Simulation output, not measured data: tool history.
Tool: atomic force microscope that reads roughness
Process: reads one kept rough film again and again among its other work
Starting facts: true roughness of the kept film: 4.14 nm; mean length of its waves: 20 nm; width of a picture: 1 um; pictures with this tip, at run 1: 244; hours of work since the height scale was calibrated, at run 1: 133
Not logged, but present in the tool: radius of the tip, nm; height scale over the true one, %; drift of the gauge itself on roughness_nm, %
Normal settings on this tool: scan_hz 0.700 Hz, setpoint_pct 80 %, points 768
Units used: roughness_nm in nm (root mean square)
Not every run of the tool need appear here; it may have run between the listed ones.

run	day	scan_hz	setpoint_pct	points	pictures with this tip	hours of work since the height scale was calibrated	roughness_nm
1	0.000	0.700	80	768	244	133	2.397
2	0.596	0.700	80	768	259	142	2.400
3	1.229	0.700	80	768	275	152	2.360
4	1.821	0.700	80	768	290	161	2.334
5	2.579	0.700	80	768	309	173	2.318
6	3.475	0.700	80	768	331	187	2.274
7	3.979	0.700	80	768	344	195	2.258
# day 4.100: new tip fitted
8	4.392	0.766	80	768	7	201	2.909
9	5.212	0.766	80	768	28	214	2.890
10	5.808	0.766	80	273	42	223	2.768
# day 5.888: height scale calibrated on a step standard
11	6.375	0.700	80	424	56	8	2.814
12	6.854	0.700	80	768	68	15	2.823
13	7.267	0.700	80	768	78	22	2.814
14	7.658	0.700	80	768	88	28	2.769
15	8.550	0.700	80	768	110	42	2.723
16	9.458	0.781	67	768	133	56	2.758
# day 9.975: height scale calibrated on a step standard, once more
17	10.083	0.700	73	932	147	2	2.683
18	10.575	1.121	75	459	160	9	2.541
19	11.512	1.121	75	459	183	24	2.511
20	12.288	0.526	75	459	203	36	2.584
21	12.962	0.548	77	465	220	47	2.554
22	13.662	3.720	80	283	237	58	1.822
23	14.512	1.172	65	361	258	71	2.460
24	15.433	3.392	65	262	282	85	2.142
25	16.025	2.226	80	754	296	95	2.037
26	16.783	0.700	56	850	315	106	2.493
27	17.467	0.700	56	850	333	117	2.460
# day 18.067: new tip fitted
28	18.362	0.918	79	768	7	131	2.841
29	18.929	3.339	86	768	22	140	2.065

What if the next run were any one of these 3? Each begins from the tool's condition after run 29:
A	19.721	3.523	80	549	41	152	?
B	19.721	0.889	80	768	41	152	?
C	19.721	1.996	80	768	41	152	?

run	roughness_nm
A	2.169
B	2.768
C	2.492
The same runs, with their run-to-run variation unchanged, on a tool lacking any hidden condition would have given:
run	roughness_nm
A	2.277
B	2.905
C	2.616

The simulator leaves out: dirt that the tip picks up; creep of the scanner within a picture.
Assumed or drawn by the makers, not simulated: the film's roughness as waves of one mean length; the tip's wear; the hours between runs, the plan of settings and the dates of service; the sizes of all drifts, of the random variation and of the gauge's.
